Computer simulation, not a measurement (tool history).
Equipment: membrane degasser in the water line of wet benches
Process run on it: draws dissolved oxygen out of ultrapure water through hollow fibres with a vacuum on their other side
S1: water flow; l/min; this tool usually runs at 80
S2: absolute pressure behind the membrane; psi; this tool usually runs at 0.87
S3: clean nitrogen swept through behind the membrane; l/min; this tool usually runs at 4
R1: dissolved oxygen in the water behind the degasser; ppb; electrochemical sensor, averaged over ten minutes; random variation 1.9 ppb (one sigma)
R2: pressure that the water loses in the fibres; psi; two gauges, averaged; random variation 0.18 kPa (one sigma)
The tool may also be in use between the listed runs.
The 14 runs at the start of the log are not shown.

run	hour	S1	S2	S3	R1	R2
15	586.5	80	1.281	4	303.8	4.567
16	625.6	80	0.87	4	182.7	4.586
17	683	80	0.87	5.14	157.5	4.643
18	743.5	80	0.87	5.14	159	4.599
19	805.1	80	0.676	8.84	94.3	4.606
20	840.9	80	0.676	8.84	93.7	4.595
21	895.7	62	1.967	4	389.2	3.571
22	926.5	62	1.967	4	383.7	3.548
23	979.8	54	1.693	4	286	3.114

Run 24 is up next; what results do you expect?
24	1034.6	100	1.558	5.6	?	?

{"run 24": {"R1": 379.7, "R2": 5.73}}
Were there no unlogged condition in the tool, this run, its random variation unchanged, would have produced R1 379.6 ppb, R2 5.73 psi.
